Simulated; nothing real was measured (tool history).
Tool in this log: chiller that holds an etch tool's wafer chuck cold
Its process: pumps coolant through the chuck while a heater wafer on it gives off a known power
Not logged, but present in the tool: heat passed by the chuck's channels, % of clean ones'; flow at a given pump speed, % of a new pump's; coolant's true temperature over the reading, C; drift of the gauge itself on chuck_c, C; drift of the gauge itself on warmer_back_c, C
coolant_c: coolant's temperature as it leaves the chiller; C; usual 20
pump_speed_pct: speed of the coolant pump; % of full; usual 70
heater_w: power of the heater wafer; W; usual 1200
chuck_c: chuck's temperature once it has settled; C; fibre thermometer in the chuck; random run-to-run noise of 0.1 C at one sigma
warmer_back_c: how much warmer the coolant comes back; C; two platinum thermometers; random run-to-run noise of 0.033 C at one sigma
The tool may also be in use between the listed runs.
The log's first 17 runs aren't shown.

| run | day | coolant_c | pump_speed_pct | heater_w | hours since the coolant was changed and the channels were flushed | hours since the pump was overhauled | hours since the chiller's thermometer was calibrated | chuck_c | warmer_back_c |
|---|---|---|---|---|---|---|---|---|---|
| 18 | 49.792 | 23 | 70 | 1200 | 1774 | 1905 | 2086 | 37.6 | 4.68 |
| 19 | 53.092 | 17 | 95 | 1238 | 1853 | 1984 | 2165 | 28.3 | 3.49 |
| 20 | 55.683 | 26 | 82 | 1418 | 1915 | 2047 | 2227 | 41 | 4.66 |
| 21 | 58.296 | 26 | 81 | 645 | 1978 | 2109 | 2290 | 33.1 | 2.14 |
| 22 | 61.954 | 26 | 67 | 645 | 2066 | 2197 | 2377 | 34.3 | 2.65 |
|  | 62.338 | chiller's thermometer calibrated |
| 23 | 63.988 | 26 | 67 | 645 | 2114 | 2245 | 40 | 34.5 | 2.67 |
| 24 | 67.929 | 11 | 86 | 1200 | 2208 | 2339 | 134 | 23.3 | 3.72 |
| 25 | 71.175 | 13 | 88 | 610 | 2286 | 2417 | 212 | 19.3 | 1.83 |
| 26 | 74.188 | 13 | 88 | 933 | 2358 | 2490 | 284 | 22.6 | 2.85 |
| 27 | 76.892 | 24 | 85 | 1200 | 2423 | 2555 | 349 | 36.6 | 3.82 |
|  | 79.125 | chiller's thermometer calibrated, once more |
| 28 | 79.125 | 28 | 84 | 1000 | 2476 | 2607 | 0 | 38.3 | 3.27 |
| 29 | 81.138 | 28 | 84 | 1000 | 2524 | 2656 | 48 | 38.4 | 3.21 |
| 30 | 84.992 | 26 | 75 | 1200 | 2617 | 2748 | 141 | 39.8 | 4.42 |
| 31 | 87.508 | 15 | 75 | 803 | 2677 | 2808 | 201 | 24.4 | 2.96 |
| 32 | 89.554 | 15 | 82 | 1414 | 2726 | 2857 | 250 | 30.2 | 4.7 |

Here are 4 independent what-if runs from the current tool condition. What would each one return?
| A | 92.388 | 24 | 62 | 647 | 2794 | 2926 | 318 | ? | ? |
| B | 92.388 | 18 | 66 | 1081 | 2794 | 2926 | 318 | ? | ? |
| C | 92.388 | 22 | 82 | 1414 | 2794 | 2926 | 318 | ? | ? |
| D | 92.388 | 19 | 82 | 1414 | 2794 | 2926 | 318 | ? | ? |

| run | chuck_c | warmer_back_c |
|---|---|---|
| A | 33 | 2.94 |
| B | 32.2 | 4.6 |
| C | 37.1 | 4.73 |
| D | 34.2 | 4.71 |
Take away the tool's hidden state, keep each run's random variation, and the runs would have read:
| run | chuck_c | warmer_back_c |
|---|---|---|
| A | 32 | 2.81 |
| B | 30.7 | 4.4 |
| C | 35.5 | 4.53 |
| D | 32.5 | 4.51 |

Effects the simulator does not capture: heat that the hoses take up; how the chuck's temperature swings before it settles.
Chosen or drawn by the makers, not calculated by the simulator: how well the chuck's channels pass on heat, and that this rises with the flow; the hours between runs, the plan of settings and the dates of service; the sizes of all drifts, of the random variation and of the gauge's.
